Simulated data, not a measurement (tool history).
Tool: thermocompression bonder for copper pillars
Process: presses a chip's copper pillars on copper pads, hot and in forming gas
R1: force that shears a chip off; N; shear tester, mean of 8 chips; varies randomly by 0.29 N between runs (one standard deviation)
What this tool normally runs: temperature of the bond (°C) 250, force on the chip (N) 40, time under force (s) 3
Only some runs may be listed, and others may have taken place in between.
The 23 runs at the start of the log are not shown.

Run 24, hour 208.8: usual settings but temperature of the bond (°C) 253, force on the chip (N) 43. Result: R1 50.9 N.
Run 25, hour 218.4: usual settings but temperature of the bond (°C) 222, force on the chip (N) 25, time under force (s) 2. Result: R1 13.5 N.
Run 26, hour 229.1: usual settings but temperature of the bond (°C) 222, force on the chip (N) 25, time under force (s) 2. Result: R1 13.0 N.
Run 27, hour 240.5: usual settings but temperature of the bond (°C) 222, force on the chip (N) 25, time under force (s) 2. Result: R1 13.1 N.
Run 28, hour 248.7: usual settings but temperature of the bond (°C) 222, force on the chip (N) 25, time under force (s) 2. Result: R1 13.3 N.
Run 29, hour 258.6: usual settings but temperature of the bond (°C) 222, force on the chip (N) 25, time under force (s) 2. Result: R1 13.1 N.
Run 30, hour 263.8: usual settings but temperature of the bond (°C) 222, force on the chip (N) 25, time under force (s) 5. Result: R1 20.1 N.
Run 31, hour 268.7: usual settings but temperature of the bond (°C) 247, force on the chip (N) 41, time under force (s) 4. Result: R1 49.1 N.

Run 32, settings as shown, results not yet in. Your forecast:
Run 32, hour 276.1: usual settings but temperature of the bond (°C) 224, time under force (s) 6. Result: R1 ?.

R1: 36.8 N
If the tool had no hidden condition, the same run with the same run-to-run variation would have returned R1 37.3 N.
